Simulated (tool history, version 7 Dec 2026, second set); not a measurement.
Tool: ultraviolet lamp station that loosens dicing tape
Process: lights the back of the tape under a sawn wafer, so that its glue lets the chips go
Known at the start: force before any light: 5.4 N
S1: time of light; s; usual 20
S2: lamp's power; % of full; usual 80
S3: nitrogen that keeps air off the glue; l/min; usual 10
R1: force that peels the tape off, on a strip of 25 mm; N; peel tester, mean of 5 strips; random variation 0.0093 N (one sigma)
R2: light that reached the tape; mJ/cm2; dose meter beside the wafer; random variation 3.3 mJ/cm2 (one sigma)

{"run": 1, "hour": 0.0, "S1": 20, "S2": 80, "S3": 10, "R1": 0.403, "R2": 522}
{"run": 2, "hour": 23.9, "S1": 20, "S2": 80, "S3": 10, "R1": 0.393, "R2": 525}
{"run": 3, "hour": 52.9, "S1": 20, "S2": 80, "S3": 10, "R1": 0.396, "R2": 526}
{"run": 4, "hour": 71.1, "S1": 20, "S2": 72, "S3": 10, "R1": 0.477, "R2": 472}
{"run": 5, "hour": 99.6, "S1": 20, "S2": 72, "S3": 10, "R1": 0.463, "R2": 473}
{"run": 6, "hour": 119.7, "S1": 20, "S2": 72, "S3": 10, "R1": 0.471, "R2": 472}
{"run": 7, "hour": 154.1, "S1": 20, "S2": 91, "S3": 10, "R1": 0.341, "R2": 592}
{"hour": 176.7, "done": "lamp changed"}
{"run": 8, "hour": 180.8, "S1": 20, "S2": 91, "S3": 10, "R1": 0.318, "R2": 599}
{"run": 9, "hour": 215.4, "S1": 20, "S2": 91, "S3": 10, "R1": 0.328, "R2": 597}
{"run": 10, "hour": 240.9, "S1": 20, "S2": 91, "S3": 10, "R1": 0.318, "R2": 592}
{"run": 11, "hour": 276.2, "S1": 20, "S2": 80, "S3": 10, "R1": 0.39, "R2": 521}
{"run": 12, "hour": 296.3, "S1": 20, "S2": 80, "S3": 10, "R1": 0.394, "R2": 522}
{"run": 13, "hour": 312.3, "S1": 10, "S2": 80, "S3": 17, "R1": 0.928, "R2": 264}

Forecast run 14:
{"run": 14, "hour": 346.8, "S1": 10, "S2": 68, "S3": 17, "R1": "?", "R2": "?"}

R1: 1.182 N
R2: 226 mJ/cm2
Without the tool's hidden state the same run would have given R1 1.180 N, R2 226 mJ/cm2.
